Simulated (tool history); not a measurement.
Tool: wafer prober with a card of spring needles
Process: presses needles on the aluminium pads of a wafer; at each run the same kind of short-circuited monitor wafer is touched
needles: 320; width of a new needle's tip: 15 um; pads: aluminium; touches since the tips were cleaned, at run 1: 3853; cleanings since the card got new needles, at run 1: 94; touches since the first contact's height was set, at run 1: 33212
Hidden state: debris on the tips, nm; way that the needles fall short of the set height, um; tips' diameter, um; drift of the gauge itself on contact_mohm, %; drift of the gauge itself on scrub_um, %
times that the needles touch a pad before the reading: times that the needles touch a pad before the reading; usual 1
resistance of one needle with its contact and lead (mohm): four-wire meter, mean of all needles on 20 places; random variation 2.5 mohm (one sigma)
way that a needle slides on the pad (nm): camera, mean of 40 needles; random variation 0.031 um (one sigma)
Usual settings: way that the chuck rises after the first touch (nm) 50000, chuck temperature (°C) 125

| run | hour | way that the chuck rises after the first touch (nm) | chuck temperature (°C) | times that the needles touch a pad before the reading | touches since the tips were cleaned | cleanings since the card got new needles | touches since the first contact's height was set | resistance of one needle with its contact and lead (mohm) | way that a needle slides on the pad (nm) |
|---|---|---|---|---|---|---|---|---|---|
| 1 | 0 | 50000 | 125 | 1 | 3853 | 94 | 33212 | 284 | 8670 |
|  | 3.4 | tips cleaned on abrasive film |
|  | 11.7 | tips cleaned on abrasive film |
|  | 20.3 | tips cleaned on abrasive film |
| 2 | 24.4 | 50000 | 125 | 1 | 2946 | 97 | 50617 | 281 | 8620 |
|  | 29.6 | tips cleaned on abrasive film |
|  | 38.2 | tips cleaned on abrasive film |
| 3 | 40.7 | 50000 | 125 | 1 | 1831 | 99 | 62300 | 282 | 8640 |
|  | 47.1 | tips cleaned on abrasive film |
| 4 | 51.2 | 50000 | 125 | 1 | 2983 | 100 | 69799 | 282 | 8600 |
|  | 56.1 | tips cleaned on abrasive film |
|  | 64.4 | tips cleaned on abrasive film |
|  | 72.7 | tips cleaned on abrasive film |
| 5 | 72.7 | 50000 | 125 | 1 | 0 | 103 | 85154 | 284 | 8620 |
|  | 74.6 | height of the first contact set anew |
|  | 81.6 | tips cleaned on abrasive film |
|  | 89.4 | tips cleaned on abrasive film |
| 6 | 89.9 | 50000 | 125 | 1 | 334 | 105 | 10944 | 285 | 8670 |
|  | 97.8 | tips cleaned on abrasive film |
|  | 107.1 | tips cleaned on abrasive film |
| 7 | 111.8 | 50000 | 125 | 2 | 3375 | 107 | 26611 | 283 | 8590 |
|  | 115.1 | tips cleaned on abrasive film |
|  | 123.1 | tips cleaned on abrasive film |
|  | 131.2 | tips cleaned on abrasive film |
| 8 | 133.3 | 50000 | 55 | 1 | 1560 | 110 | 42006 | 264 | 8580 |
|  | 139.6 | tips cleaned on abrasive film |
|  | 147.4 | tips cleaned on abrasive film |
| 9 | 148 | 50000 | 55 | 1 | 383 | 112 | 52443 | 262 | 8650 |
|  | 155.7 | tips cleaned on abrasive film |
|  | 164.9 | tips cleaned on abrasive film |
| 10 | 172.6 | 50000 | 55 | 1 | 5577 | 114 | 70145 | 263 | 8680 |
|  | 174.7 | tips cleaned on abrasive film |
|  | 183.2 | tips cleaned on abrasive film |
| 11 | 183.8 | 50000 | 55 | 1 | 421 | 116 | 78081 | 260 | 8630 |
|  | 191.1 | tips cleaned on abrasive film |
|  | 195.3 | height of the first contact set anew |
|  | 200.3 | tips cleaned on abrasive film |
| 12 | 201.9 | 50000 | 55 | 1 | 1137 | 118 | 4693 | 259 | 8660 |
|  | 208.3 | tips cleaned on abrasive film |
|  | 216.5 | tips cleaned on abrasive film |
| 13 | 223 | 50000 | 55 | 1 | 4669 | 120 | 19831 | 264 | 8610 |
|  | 225.9 | tips cleaned on abrasive film |
|  | 233.9 | tips cleaned on abrasive film |
|  | 242.2 | tips cleaned on abrasive film |
| 14 | 244.6 | 50000 | 55 | 1 | 1741 | 123 | 35254 | 263 | 8690 |
|  | 250.3 | tips cleaned on abrasive film |
|  | 258.3 | tips cleaned on abrasive film |
|  | 267.2 | tips cleaned on abrasive film |
| 15 | 269.1 | 50000 | 68 | 1 | 1351 | 126 | 52733 | 267 | 8570 |
|  | 275.6 | tips cleaned on abrasive film |
| 16 | 282.2 | 48000 | 34 | 3 | 4801 | 127 | 62173 | 259 | 8300 |
|  | 284.1 | tips cleaned on abrasive film |
|  | 293.3 | tips cleaned on abrasive film |
|  | 302.2 | tips cleaned on abrasive film |
| 17 | 304.3 | 50000 | 125 | 2 | 1515 | 130 | 77920 | 285 | 8630 |
|  | 310.2 | tips cleaned on abrasive film |
|  | 317.1 | height of the first contact set anew |
|  | 319.1 | tips cleaned on abrasive film |
| 18 | 324.5 | 50000 | 125 | 2 | 3860 | 132 | 5228 | 285 | 8630 |
|  | 327 | tips cleaned on abrasive film |
|  | 336.3 | tips cleaned on abrasive film |
|  | 345.2 | tips cleaned on abrasive film |
| 19 | 349.4 | 50000 | 60 | 2 | 3023 | 135 | 23015 | 265 | 8620 |
|  | 354.1 | tips cleaned on abrasive film |
|  | 362.5 | tips cleaned on abrasive film |
|  | 370.7 | tips cleaned on abrasive film |
| 20 | 370.7 | 67000 | 81 | 1 | 0 | 138 | 38251 | 266 | 11540 |
|  | 379.4 | tips cleaned on abrasive film |
|  | 388.4 | tips cleaned on abrasive film |
|  | 396.6 | tips cleaned on abrasive film |
| 21 | 396.6 | 52000 | 48 | 2 | 0 | 141 | 56778 | 262 | 8990 |
|  | 405.5 | tips cleaned on abrasive film |
|  | 414.4 | tips cleaned on abrasive film |
| 22 | 414.4 | 52000 | 48 | 2 | 0 | 143 | 69519 | 264 | 8990 |

Run 23 comes next. What will it give?
|  | 423.6 | tips cleaned on abrasive film |
|  | 433.3 | tips cleaned on abrasive film |
| 23 | 433.6 | 52000 | 48 | 2 | 170 | 145 | 83205 | ? | ? |

{"run 23": {"resistance of one needle with its contact and lead (mohm)": 262, "way that a needle slides on the pad (nm)": 9000}}
Without the tool's hidden state the same run would have given resistance of one needle with its contact and lead (mohm) 262, way that a needle slides on the pad (nm) 9000.
